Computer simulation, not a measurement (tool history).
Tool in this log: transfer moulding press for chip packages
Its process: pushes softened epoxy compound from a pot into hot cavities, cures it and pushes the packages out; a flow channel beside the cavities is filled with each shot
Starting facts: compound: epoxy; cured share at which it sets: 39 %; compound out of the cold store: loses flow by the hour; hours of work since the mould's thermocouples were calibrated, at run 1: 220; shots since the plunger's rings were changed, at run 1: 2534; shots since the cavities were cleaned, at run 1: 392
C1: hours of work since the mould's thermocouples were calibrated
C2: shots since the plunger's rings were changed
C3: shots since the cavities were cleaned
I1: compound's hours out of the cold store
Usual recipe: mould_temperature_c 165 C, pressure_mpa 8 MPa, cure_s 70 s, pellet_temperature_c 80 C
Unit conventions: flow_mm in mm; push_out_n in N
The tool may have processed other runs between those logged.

{"run": 1, "hour": 0.0, "mould_temperature_c": 165, "pressure_mpa": 8, "cure_s": 70, "pellet_temperature_c": 80, "C1": 220, "C2": 2534, "C3": 392, "I1": 30, "flow_mm": 673, "push_out_n": 676}
{"hour": 46.2, "done": "cavities cleaned with cleaning compound and waxed"}
{"hour": 57.3, "done": "plunger's sealing rings changed"}
{"run": 2, "hour": 59.3, "mould_temperature_c": 165, "pressure_mpa": 8, "cure_s": 70, "pellet_temperature_c": 80, "C1": 263, "C2": 34, "C3": 177, "I1": 23.7, "flow_mm": 699, "push_out_n": 634}
{"run": 3, "hour": 83.5, "mould_temperature_c": 165, "pressure_mpa": 8, "cure_s": 70, "pellet_temperature_c": 80, "C1": 282, "C2": 439, "C3": 582, "I1": 29.1, "flow_mm": 685, "push_out_n": 738}
{"run": 4, "hour": 110.5, "mould_temperature_c": 162, "pressure_mpa": 8, "cure_s": 70, "pellet_temperature_c": 80, "C1": 304, "C2": 893, "C3": 1036, "I1": 46.2, "flow_mm": 661, "push_out_n": 1006}
{"hour": 114.9, "done": "cavities cleaned with cleaning compound and waxed"}
{"run": 5, "hour": 139.7, "mould_temperature_c": 162, "pressure_mpa": 8, "cure_s": 70, "pellet_temperature_c": 80, "C1": 325, "C2": 1356, "C3": 416, "I1": 20.9, "flow_mm": 707, "push_out_n": 897}
{"hour": 166.0, "done": "mould's thermocouples calibrated"}
{"run": 6, "hour": 173.7, "mould_temperature_c": 162, "pressure_mpa": 8, "cure_s": 70, "pellet_temperature_c": 80, "C1": 6, "C2": 1892, "C3": 952, "I1": 18.5, "flow_mm": 711, "push_out_n": 1109}
{"hour": 187.5, "done": "cavities cleaned with cleaning compound and waxed"}
{"run": 7, "hour": 207.2, "mould_temperature_c": 162, "pressure_mpa": 8, "cure_s": 70, "pellet_temperature_c": 80, "C1": 31, "C2": 2428, "C3": 329, "I1": 21.3, "flow_mm": 701, "push_out_n": 913}
{"hour": 256.9, "done": "cavities cleaned with cleaning compound and waxed"}
{"run": 8, "hour": 258.6, "mould_temperature_c": 165, "pressure_mpa": 8, "cure_s": 70, "pellet_temperature_c": 82, "C1": 71, "C2": 3265, "C3": 29, "I1": 8.5, "flow_mm": 716, "push_out_n": 583}
{"hour": 269.7, "done": "plunger's sealing rings changed"}
{"run": 9, "hour": 304.8, "mould_temperature_c": 165, "pressure_mpa": 8, "cure_s": 70, "pellet_temperature_c": 82, "C1": 105, "C2": 589, "C3": 761, "I1": 39.1, "flow_mm": 669, "push_out_n": 798}
{"hour": 325.4, "done": "cavities cleaned with cleaning compound and waxed"}
{"run": 10, "hour": 345.0, "mould_temperature_c": 165, "pressure_mpa": 8, "cure_s": 70, "pellet_temperature_c": 82, "C1": 135, "C2": 1237, "C3": 329, "I1": 24.3, "flow_mm": 695, "push_out_n": 731}
{"hour": 393.2, "done": "cavities cleaned with cleaning compound and waxed"}
{"run": 11, "hour": 394.5, "mould_temperature_c": 165, "pressure_mpa": 8, "cure_s": 53, "pellet_temperature_c": 82, "C1": 173, "C2": 2042, "C3": 21, "I1": 34.3, "flow_mm": 667, "push_out_n": 1085}
{"run": 12, "hour": 431.4, "mould_temperature_c": 165, "pressure_mpa": 8, "cure_s": 53, "pellet_temperature_c": 82, "C1": 202, "C2": 2660, "C3": 639, "I1": 27.9, "flow_mm": 679, "push_out_n": 1698}
{"run": 13, "hour": 455.3, "mould_temperature_c": 165, "pressure_mpa": 8, "cure_s": 53, "pellet_temperature_c": 86, "C1": 221, "C2": 3061, "C3": 1040, "I1": 35.8, "flow_mm": 663, "push_out_n": 1739}
{"hour": 460.9, "done": "cavities cleaned with cleaning compound and waxed"}
{"hour": 479.4, "done": "plunger's sealing rings changed"}
{"run": 14, "hour": 513.2, "mould_temperature_c": 165, "pressure_mpa": 8, "cure_s": 70, "pellet_temperature_c": 76, "C1": 263, "C2": 566, "C3": 834, "I1": 36.7, "flow_mm": 670, "push_out_n": 807}
{"hour": 531.9, "done": "cavities cleaned with cleaning compound and waxed"}
{"run": 15, "hour": 571.8, "mould_temperature_c": 165, "pressure_mpa": 9.6, "cure_s": 70, "pellet_temperature_c": 86, "C1": 308, "C2": 1523, "C3": 669, "I1": 37.7, "flow_mm": 728, "push_out_n": 774}
{"hour": 599.5, "done": "cavities cleaned with cleaning compound and waxed"}
{"hour": 621.2, "done": "mould's thermocouples calibrated"}
{"run": 16, "hour": 622.1, "mould_temperature_c": 168, "pressure_mpa": 9.6, "cure_s": 70, "pellet_temperature_c": 88, "C1": 1, "C2": 2308, "C3": 345, "I1": 20.4, "flow_mm": 752, "push_out_n": 594}
{"run": 17, "hour": 649.8, "mould_temperature_c": 168, "pressure_mpa": 9.6, "cure_s": 70, "pellet_temperature_c": 88, "C1": 23, "C2": 2771, "C3": 808, "I1": 42.3, "flow_mm": 703, "push_out_n": 650}
{"hour": 669.1, "done": "cavities cleaned with cleaning compound and waxed"}
{"hour": 691.4, "done": "plunger's sealing rings changed"}
{"run": 18, "hour": 691.4, "mould_temperature_c": 165, "pressure_mpa": 9.28, "cure_s": 69, "pellet_temperature_c": 80, "C1": 52, "C2": 0, "C3": 331, "I1": 31.2, "flow_mm": 738, "push_out_n": 745}
{"run": 19, "hour": 728.0, "mould_temperature_c": 165, "pressure_mpa": 9.28, "cure_s": 69, "pellet_temperature_c": 80, "C1": 81, "C2": 614, "C3": 945, "I1": 33.4, "flow_mm": 733, "push_out_n": 867}
{"hour": 741.5, "done": "cavities cleaned with cleaning compound and waxed"}
{"run": 20, "hour": 760.6, "mould_temperature_c": 165, "pressure_mpa": 8, "cure_s": 70, "pellet_temperature_c": 75, "C1": 105, "C2": 1136, "C3": 320, "I1": 19.1, "flow_mm": 705, "push_out_n": 718}
{"run": 21, "hour": 790.6, "mould_temperature_c": 170, "pressure_mpa": 6.1, "cure_s": 73, "pellet_temperature_c": 80, "C1": 129, "C2": 1638, "C3": 822, "I1": 20.2, "flow_mm": 602, "push_out_n": 591}
{"hour": 808.9, "done": "cavities cleaned with cleaning compound and waxed"}
{"run": 22, "hour": 843.5, "mould_temperature_c": 162, "pressure_mpa": 7.94, "cure_s": 60, "pellet_temperature_c": 76, "C1": 169, "C2": 2498, "C3": 580, "I1": 18.1, "flow_mm": 698, "push_out_n": 1602}
{"run": 23, "hour": 872.2, "mould_temperature_c": 165, "pressure_mpa": 8, "cure_s": 66, "pellet_temperature_c": 80, "C1": 192, "C2": 2980, "C3": 1062, "I1": 44.5, "flow_mm": 648, "push_out_n": 922}
{"hour": 876.6, "done": "cavities cleaned with cleaning compound and waxed"}
{"hour": 903.0, "done": "plunger's sealing rings changed"}
{"run": 24, "hour": 903.0, "mould_temperature_c": 165, "pressure_mpa": 8, "cure_s": 66, "pellet_temperature_c": 80, "C1": 213, "C2": 0, "C3": 401, "I1": 30.9, "flow_mm": 683, "push_out_n": 847}
{"run": 25, "hour": 930.9, "mould_temperature_c": 165, "pressure_mpa": 8, "cure_s": 66, "pellet_temperature_c": 80, "C1": 235, "C2": 467, "C3": 868, "I1": 20.9, "flow_mm": 704, "push_out_n": 943}
{"hour": 945.8, "done": "cavities cleaned with cleaning compound and waxed"}
{"run": 26, "hour": 964.7, "mould_temperature_c": 165, "pressure_mpa": 8, "cure_s": 66, "pellet_temperature_c": 80, "C1": 261, "C2": 1009, "C3": 318, "I1": 44.8, "flow_mm": 655, "push_out_n": 770}

5 ways to go on from here, each from the tool as it stands after run 26. What would each give?
{"run": "A", "hour": 1005.9, "mould_temperature_c": 165, "pressure_mpa": 6.74, "cure_s": 70, "pellet_temperature_c": 79, "C1": 293, "C2": 1699, "C3": 1008, "I1": 27.2, "flow_mm": "?", "push_out_n": "?"}
{"run": "B", "hour": 1005.9, "mould_temperature_c": 172, "pressure_mpa": 8, "cure_s": 66, "pellet_temperature_c": 80, "C1": 293, "C2": 1699, "C3": 1008, "I1": 10.6, "flow_mm": "?", "push_out_n": "?"}
{"run": "C", "hour": 1005.9, "mould_temperature_c": 165, "pressure_mpa": 8.78, "cure_s": 96, "pellet_temperature_c": 73, "C1": 293, "C2": 1699, "C3": 1008, "I1": 29.5, "flow_mm": "?", "push_out_n": "?"}
{"run": "D", "hour": 1005.9, "mould_temperature_c": 169, "pressure_mpa": 8, "cure_s": 70, "pellet_temperature_c": 80, "C1": 293, "C2": 1699, "C3": 1008, "I1": 45, "flow_mm": "?", "push_out_n": "?"}
{"run": "E", "hour": 1005.9, "mould_temperature_c": 169, "pressure_mpa": 6.37, "cure_s": 70, "pellet_temperature_c": 72, "C1": 293, "C2": 1699, "C3": 1008, "I1": 16.1, "flow_mm": "?", "push_out_n": "?"}

run=A flow_mm=629 push_out_n=811
run=B flow_mm=702 push_out_n=636
run=C flow_mm=714 push_out_n=559
run=D flow_mm=645 push_out_n=640
run=E flow_mm=624 push_out_n=680
Stripped of hidden state, with their random variation kept, the same runs would have yielded:
run=A flow_mm=638 push_out_n=513
run=B flow_mm=712 push_out_n=393
run=C flow_mm=724 push_out_n=338
run=D flow_mm=654 push_out_n=395
run=E flow_mm=633 push_out_n=422

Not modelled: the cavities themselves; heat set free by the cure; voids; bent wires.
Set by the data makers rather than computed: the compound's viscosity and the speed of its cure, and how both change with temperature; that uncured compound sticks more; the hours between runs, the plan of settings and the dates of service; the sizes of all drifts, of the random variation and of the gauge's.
